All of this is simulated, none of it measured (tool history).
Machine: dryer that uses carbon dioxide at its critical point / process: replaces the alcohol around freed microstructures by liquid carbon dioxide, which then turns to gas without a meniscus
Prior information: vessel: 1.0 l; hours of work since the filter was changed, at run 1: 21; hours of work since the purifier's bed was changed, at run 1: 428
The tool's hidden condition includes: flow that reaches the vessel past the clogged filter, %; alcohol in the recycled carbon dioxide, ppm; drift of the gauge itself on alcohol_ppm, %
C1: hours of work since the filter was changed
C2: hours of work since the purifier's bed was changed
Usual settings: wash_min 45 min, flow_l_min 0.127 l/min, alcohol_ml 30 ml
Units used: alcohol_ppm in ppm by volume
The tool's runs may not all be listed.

run 1 hour=0.0 | wash_min=45 flow_l_min=0.127 alcohol_ml=30 | C1=21 C2=428 | alcohol_ppm=606
run 2 hour=20.6 | wash_min=45 flow_l_min=0.127 alcohol_ml=30 | C1=34 C2=441 | alcohol_ppm=626
run 3 hour=31.7 | wash_min=36 flow_l_min=0.127 alcohol_ml=30 | C1=41 C2=449 | alcohol_ppm=1279
run 4 hour=46.1 | wash_min=36 flow_l_min=0.127 alcohol_ml=30 | C1=51 C2=458 | alcohol_ppm=1315
run 5 hour=61.5 | wash_min=45 flow_l_min=0.127 alcohol_ml=30 | C1=61 C2=468 | alcohol_ppm=641
run 6 hour=85.2 | wash_min=45 flow_l_min=0.127 alcohol_ml=30 | C1=76 C2=483 | alcohol_ppm=703
run 7 hour=96.9 | wash_min=45 flow_l_min=0.127 alcohol_ml=30 | C1=84 C2=491 | alcohol_ppm=703
run 8 hour=109.1 | wash_min=45 flow_l_min=0.127 alcohol_ml=30 | C1=92 C2=499 | alcohol_ppm=716
run 9 hour=130.9 | wash_min=50 flow_l_min=0.163 alcohol_ml=66 | C1=106 C2=513 | alcohol_ppm=395
run 10 hour=149.0 | wash_min=67 flow_l_min=0.111 alcohol_ml=26 | C1=118 C2=525 | alcohol_ppm=330
run 11 hour=166.4 | wash_min=27 flow_l_min=0.141 alcohol_ml=36 | C1=129 C2=536 | alcohol_ppm=2807
run 12 hour=184.1 | wash_min=46 flow_l_min=0.160 alcohol_ml=71 | C1=141 C2=548 | alcohol_ppm=649
run 13 hour=198.7 | wash_min=45 flow_l_min=0.152 alcohol_ml=30 | C1=150 C2=557 | alcohol_ppm=486

Each row is a separate what-if for the run after 13, all from the same tool condition, not one after another. Results?
run A hour=215.0 | wash_min=32 flow_l_min=0.127 alcohol_ml=42 | C1=161 C2=568 | alcohol_ppm=?
run B hour=215.0 | wash_min=64 flow_l_min=0.167 alcohol_ml=22 | C1=161 C2=568 | alcohol_ppm=?
run C hour=215.0 | wash_min=55 flow_l_min=0.114 alcohol_ml=30 | C1=161 C2=568 | alcohol_ppm=?

run=A alcohol_ppm=3011
run=B alcohol_ppm=207
run=C alcohol_ppm=657
What these runs would have given with no unlogged condition in the tool:
run=A alcohol_ppm=2032
run=B alcohol_ppm=16
run=C alcohol_ppm=289

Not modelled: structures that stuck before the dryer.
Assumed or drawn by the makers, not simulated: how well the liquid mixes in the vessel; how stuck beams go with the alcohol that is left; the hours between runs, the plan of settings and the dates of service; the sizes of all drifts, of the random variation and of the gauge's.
